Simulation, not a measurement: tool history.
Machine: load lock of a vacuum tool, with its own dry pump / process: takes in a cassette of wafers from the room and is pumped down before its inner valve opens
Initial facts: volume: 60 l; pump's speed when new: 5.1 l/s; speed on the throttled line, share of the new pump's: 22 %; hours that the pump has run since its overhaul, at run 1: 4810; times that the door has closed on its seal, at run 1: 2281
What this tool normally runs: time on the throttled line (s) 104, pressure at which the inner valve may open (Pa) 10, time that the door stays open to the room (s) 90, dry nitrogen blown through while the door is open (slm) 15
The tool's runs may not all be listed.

run    hour  time on the throttled line (s)  pressure at which the inner valve may open (Pa)  time that the door stays open to the room (s)  dry nitrogen blown through while the door is open (slm)  hours that the pump has run since its overhaul  times that the door has closed on its seal  incoming humidity of the room's air, %  time from the closed door until the inner valve may open (s)  rise of the pressure with all valves shut (Pa/min)
  1     0.0                             104                                               10                                             90                                                       15                                            4810                                        2281                                    44.9                                                         199.9                                               0.044
  2   153.4                             104                                               10                                             90                                                       15                                            4963                                        2740                                    49.0                                                         198.2                                               0.050
  3   363.7                             104                                               10                                             90                                                       15                                            5174                                        3369                                    43.0                                                         198.9                                               0.057
  4   621.8                             104                                               10                                             90                                                       15                                            5432                                        4140                                    40.9                                                         201.4                                               0.067
  5   838.6                             104                                               10                                             90                                                       15                                            5649                                        4789                                    46.5                                                         200.1                                               0.066
  6  1086.3                             104                                               10                                             90                                                       15                                            5896                                        5529                                    45.2                                                         202.1                                               0.080
  7  1232.0                             104                                               19                                             90                                                       15                                            6042                                        5965                                    48.4                                                         192.1                                               0.090
  8  1475.6                             104                                               10                                             90                                                       15                                            6286                                        6693                                    43.4                                                         201.9                                               0.104
  9  1697.9                             104                                               10                                             90                                                       15                                            6508                                        7358                                    41.9                                                         201.4                                               0.107
 10  1919.4                             104                                               10                                             90                                                       15                                            6730                                        8021                                    46.1                                                         201.1                                               0.121
 11  2152.8                             104                                               10                                             90                                                       15                                            6963                                        8718                                    43.3                                                         202.7                                               0.133
 12  2285.6                             104                                               10                                             90                                                       15                                            7096                                        9115                                    44.5                                                         202.5                                               0.138
 13  2395.8                             104                                               10                                             90                                                       14                                            7206                                        9445                                    46.1                                                         204.6                                               0.150
 14  2608.0                             104                                               10                                             29                                                       14                                            7418                                       10080                                    45.9                                                         202.9                                               0.148
 15  2783.2                             104                                               10                                             90                                                       15                                            7593                                       10603                                    44.1                                                         204.5                                               0.166
 16  3031.6                              63                                               10                                             90                                                       15                                            7842                                       11346                                    43.1                                                         172.9                                               0.185
 17  3165.9                              63                                               10                                             90                                                       15                                            7976                                       11748                                    45.4                                                         173.4                                               0.191
 18  3426.9                              63                                               10                                             90                                                       15                                            8237                                       12528                                    43.5                                                         176.6                                               0.199
 19  3562.7                             104                                                9                                             90                                                        7                                            8373                                       12934                                    45.8                                                         207.4                                               0.222
 20  3759.6                             120                                                9                                             90                                                        7                                            8570                                       13523                                    42.9                                                         221.1                                               0.241
 21  3870.8                             120                                                9                                             90                                                        9                                            8681                                       13855                                    44.7                                                         219.1                                               0.247
 22  4084.6                             120                                                9                                             90                                                        9                                            8895                                       14495                                    43.0                                                         220.6                                               0.260
 23  4303.6                              64                                               20                                            161                                                       22                                            9114                                       15150                                    45.3                                                         165.6                                               0.270
 24  4571.6                              87                                               10                                            111                                                        5                                            9382                                       15951                                    47.8                                                         195.3                                               0.308
 25  4719.6                             110                                                8                                             37                                                       44                                            9530                                       16393                                    49.5                                                         215.0                                               0.292
 26  4871.4                             167                                               15                                            181                                                       15                                            9682                                       16847                                    47.7                                                         251.1                                               0.327
 27  5020.9                              76                                               15                                            181                                                       15                                            9831                                       17294                                    45.7                                                         183.0                                               0.336
 28  5235.4                              76                                               17                                             29                                                       15                                           10046                                       17936                                    43.8                                                         181.3                                               0.337
 29  5409.4                              76                                               17                                             29                                                       15                                           10219                                       18456                                    48.7                                                         182.7                                               0.359
 30  5670.9                              76                                               17                                             29                                                       15                                           10481                                       19238                                    46.9                                                         182.5                                               0.372
 31  5855.2                              76                                               17                                             29                                                       15                                           10665                                       19789                                    41.5                                                         183.8                                               0.391
 32  6074.2                             104                                               14                                             90                                                        8                                           10884                                       20444                                    41.3                                                         204.8                                               0.420
 33  6282.8                             104                                               12                                             73                                                       15                                           11093                                       21068                                    42.2                                                         209.0                                               0.444
 34  6537.3                             104                                               10                                            118                                                       15                                           11347                                       21829                                    42.6                                                         211.8                                               0.459
     6743.9  -- dry pump taken out, an overhauled one fitted
 35  6755.7                             104                                               10                                            190                                                       28                                              12                                       22464                                    47.5                                                         193.0                                               0.491
 36  6955.9                             104                                               10                                             90                                                       37                                             212                                       23062                                    48.7                                                         192.0                                               0.502

Each row is a separate what-if for the run after 36, all from the same tool condition, not one after another. Results?
  A  7178.4                             152                                               16                                            221                                                       15                                             435                                       23728                                    45.5                                                             ?                                                   ?
  B  7178.4                             104                                               10                                             29                                                       10                                             435                                       23728                                    45.7                                                             ?                                                   ?
  C  7178.4                             104                                               10                                             90                                                        8                                             435                                       23728                                    47.8                                                             ?                                                   ?
  D  7178.4                             104                                               20                                             79                                                       19                                             435                                       23728                                    46.2                                                             ?                                                   ?

run  time from the closed door until the inner valve may open (s)  rise of the pressure with all valves shut (Pa/min)
  A                                                         224.7                                               0.539
  B                                                         193.0                                               0.527
  C                                                         196.0                                               0.533
  D                                                         181.5                                               0.528
Without the tool's hidden state the same runs would have given:
run  time from the closed door until the inner valve may open (s)  rise of the pressure with all valves shut (Pa/min)
  A                                                         223.7                                               0.028
  B                                                         191.8                                               0.010
  C                                                         194.7                                               0.025
  D                                                         180.4                                               0.020
